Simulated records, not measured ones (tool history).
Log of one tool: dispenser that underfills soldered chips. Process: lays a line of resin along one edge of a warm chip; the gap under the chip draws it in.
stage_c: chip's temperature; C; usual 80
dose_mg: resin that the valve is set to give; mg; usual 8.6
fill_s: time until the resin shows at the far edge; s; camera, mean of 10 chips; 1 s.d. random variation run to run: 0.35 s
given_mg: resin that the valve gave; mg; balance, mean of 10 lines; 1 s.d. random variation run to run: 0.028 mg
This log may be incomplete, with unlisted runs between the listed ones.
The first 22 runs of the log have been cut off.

{"run": 23, "day": 3.175, "stage_c": 86, "dose_mg": 7.99, "fill_s": 15.2, "given_mg": 7.85}
{"run": 24, "day": 3.329, "stage_c": 86, "dose_mg": 7.99, "fill_s": 16.6, "given_mg": 7.87}
{"day": 3.458, "done": "new syringe of resin"}
{"run": 25, "day": 3.475, "stage_c": 80, "dose_mg": 9.92, "fill_s": 17.4, "given_mg": 9.7}
{"run": 26, "day": 3.592, "stage_c": 87, "dose_mg": 8.53, "fill_s": 13, "given_mg": 8.35}
{"run": 27, "day": 3.692, "stage_c": 87, "dose_mg": 8.53, "fill_s": 13.7, "given_mg": 8.33}
{"run": 28, "day": 3.858, "stage_c": 87, "dose_mg": 8.53, "fill_s": 16, "given_mg": 8.34}
{"day": 3.958, "done": "new syringe of resin"}
{"run": 29, "day": 4.029, "stage_c": 94, "dose_mg": 9.22, "fill_s": 8.9, "given_mg": 9}
{"day": 4.171, "done": "dispensing valve cleaned and set on the balance"}
{"run": 30, "day": 4.221, "stage_c": 68, "dose_mg": 8.24, "fill_s": 35.9, "given_mg": 8.23}
{"run": 31, "day": 4.408, "stage_c": 70, "dose_mg": 10.39, "fill_s": 36.3, "given_mg": 10.38}
{"day": 4.5, "done": "new syringe of resin"}
{"run": 32, "day": 4.512, "stage_c": 70, "dose_mg": 10.39, "fill_s": 27.1, "given_mg": 10.38}
{"run": 33, "day": 4.604, "stage_c": 70, "dose_mg": 10.39, "fill_s": 28.6, "given_mg": 10.31}
{"run": 34, "day": 4.733, "stage_c": 80, "dose_mg": 8.1, "fill_s": 19.5, "given_mg": 8.09}
{"run": 35, "day": 4.921, "stage_c": 73, "dose_mg": 7.59, "fill_s": 32.6, "given_mg": 7.58}

Predict each of these 3 candidate next runs independently; none follows another, all start after run 35:
{"day": 5.008, "done": "new syringe of resin"}
{"run": "A", "day": 5.071, "stage_c": 82, "dose_mg": 9.27, "fill_s": "?", "given_mg": "?"}
{"day": 5.008, "done": "new syringe of resin"}
{"run": "B", "day": 5.071, "stage_c": 87, "dose_mg": 7.59, "fill_s": "?", "given_mg": "?"}
{"day": 5.008, "done": "new syringe of resin"}
{"run": "C", "day": 5.071, "stage_c": 71, "dose_mg": 9.63, "fill_s": "?", "given_mg": "?"}

run=A fill_s=15.5 given_mg=9.22
run=B fill_s=12.5 given_mg=7.6
run=C fill_s=26.9 given_mg=9.62
Had the tool no hidden state, the same runs would have come out as:
run=A fill_s=15.9 given_mg=9.27
run=B fill_s=12.8 given_mg=7.65
run=C fill_s=27.7 given_mg=9.68
